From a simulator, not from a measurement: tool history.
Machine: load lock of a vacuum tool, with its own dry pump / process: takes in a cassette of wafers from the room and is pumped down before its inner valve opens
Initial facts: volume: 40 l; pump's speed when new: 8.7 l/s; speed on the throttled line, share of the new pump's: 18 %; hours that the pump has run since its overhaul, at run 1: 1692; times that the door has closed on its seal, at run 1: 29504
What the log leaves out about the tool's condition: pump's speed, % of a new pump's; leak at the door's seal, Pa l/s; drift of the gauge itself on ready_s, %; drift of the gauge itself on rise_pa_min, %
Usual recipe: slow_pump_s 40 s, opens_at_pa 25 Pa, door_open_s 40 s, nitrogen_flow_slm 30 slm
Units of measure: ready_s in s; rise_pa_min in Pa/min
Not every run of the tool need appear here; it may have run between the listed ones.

| run | hour | slow_pump_s | opens_at_pa | door_open_s | nitrogen_flow_slm | hours that the pump has run since its overhaul | times that the door has closed on its seal | incoming humidity of the room's air, % | ready_s | rise_pa_min |
|---|---|---|---|---|---|---|---|---|---|---|
| 1 | 0 | 40 | 25 | 40 | 30 | 1692 | 29504 | 44.3 | 71.7 | 0.078 |
| 2 | 234.3 | 40 | 25 | 40 | 30 | 1926 | 30010 | 44.9 | 72 | 0.08 |
| 3 | 489.3 | 40 | 25 | 40 | 30 | 2181 | 30561 | 45 | 72.4 | 0.08 |
| 4 | 877.5 | 40 | 25 | 67 | 30 | 2570 | 31401 | 43.2 | 72.3 | 0.095 |
| 5 | 1236.3 | 40 | 25 | 67 | 30 | 2928 | 32176 | 43.9 | 72.3 | 0.091 |
| 6 | 1670 | 40 | 25 | 67 | 30 | 3362 | 33113 | 48 | 71.9 | 0.094 |
| 7 | 2109.2 | 40 | 21 | 40 | 30 | 3801 | 34063 | 45.6 | 73.4 | 0.092 |
| 8 | 2447.2 | 40 | 25 | 40 | 7 | 4139 | 34793 | 46.5 | 72.5 | 0.102 |
| 9 | 2898.7 | 40 | 25 | 40 | 7 | 4591 | 35769 | 44.3 | 71.7 | 0.102 |
| 10 | 3221.6 | 40 | 25 | 40 | 7 | 4914 | 36467 | 47.3 | 72.4 | 0.111 |
| 11 | 3473.4 | 40 | 25 | 29 | 7 | 5165 | 37012 | 42.7 | 72.4 | 0.111 |
| 12 | 3785.1 | 40 | 25 | 29 | 7 | 5477 | 37685 | 47.5 | 72.7 | 0.114 |
| 13 | 4077.5 | 40 | 25 | 29 | 7 | 5770 | 38317 | 43.7 | 72.1 | 0.111 |
| 14 | 4380 | 40 | 25 | 29 | 7 | 6072 | 38971 | 46.4 | 72.4 | 0.122 |
| 15 | 4652.7 | 40 | 23 | 40 | 30 | 6345 | 39561 | 47.1 | 73.7 | 0.113 |
| 16 | 5149.7 | 46 | 25 | 148 | 5 | 6842 | 40635 | 44.8 | 77.3 | 0.161 |
| 17 | 5457.7 | 50 | 30 | 119 | 9 | 7150 | 41300 | 46.4 | 79.5 | 0.15 |
| 18 | 5862.5 | 40 | 25 | 239 | 30 | 7555 | 42176 | 45.9 | 72.2 | 0.157 |
| 19 | 6238.7 | 22 | 24 | 112 | 9 | 7931 | 42989 | 44.6 | 58.9 | 0.159 |
| 20 | 6469.7 | 73 | 20 | 132 | 13 | 8162 | 43488 | 47.1 | 101.1 | 0.165 |
| 21 | 6944.7 | 73 | 20 | 132 | 13 | 8637 | 44515 | 43.8 | 100.8 | 0.16 |
| 22 | 7371.8 | 73 | 20 | 132 | 13 | 9064 | 45438 | 44 | 101 | 0.162 |
| 23 | 7635 | 73 | 20 | 132 | 13 | 9327 | 46007 | 43.5 | 101.9 | 0.17 |
| 24 | 8094.7 | 59 | 25 | 172 | 30 | 9787 | 47001 | 49.4 | 90.3 | 0.166 |
| 25 | 8521 | 59 | 25 | 172 | 30 | 10213 | 47922 | 46.2 | 88.7 | 0.169 |
| 26 | 8961.2 | 59 | 25 | 172 | 30 | 10653 | 48873 | 44.7 | 90 | 0.177 |
| 27 | 9353.5 | 31 | 20 | 172 | 30 | 11046 | 49721 | 46.1 | 67.7 | 0.173 |
| 28 | 9783.7 | 54 | 25 | 176 | 7 | 11476 | 50651 | 46.5 | 85.5 | 0.217 |
| 29 | 10148.7 | 54 | 25 | 176 | 7 | 11841 | 51440 | 41.7 | 84.6 | 0.212 |
| 30 | 10657.2 | 40 | 25 | 223 | 30 | 12349 | 52539 | 45.3 | 75.3 | 0.192 |

Predict each of these 5 candidate next runs independently; none follows another, all start after run 30:
| A | 10940.5 | 49 | 25 | 132 | 30 | 12633 | 53152 | 44.9 | ? | ? |
| B | 10940.5 | 40 | 25 | 58 | 30 | 12633 | 53152 | 46.5 | ? | ? |
| C | 10940.5 | 40 | 21 | 38 | 10 | 12633 | 53152 | 42 | ? | ? |
| D | 10940.5 | 47 | 25 | 40 | 30 | 12633 | 53152 | 43.2 | ? | ? |
| E | 10940.5 | 48 | 25 | 25 | 30 | 12633 | 53152 | 45.9 | ? | ? |

| run | ready_s | rise_pa_min |
|---|---|---|
| A | 81.6 | 0.187 |
| B | 74 | 0.176 |
| C | 75.3 | 0.179 |
| D | 79.4 | 0.171 |
| E | 81.5 | 0.169 |
Had the tool no hidden state, the same runs would have come out as:
| run | ready_s | rise_pa_min |
|---|---|---|
| A | 78.5 | 0.028 |
| B | 70.7 | 0.017 |
| C | 72 | 0.022 |
| D | 76.3 | 0.014 |
| E | 78.4 | 0.012 |
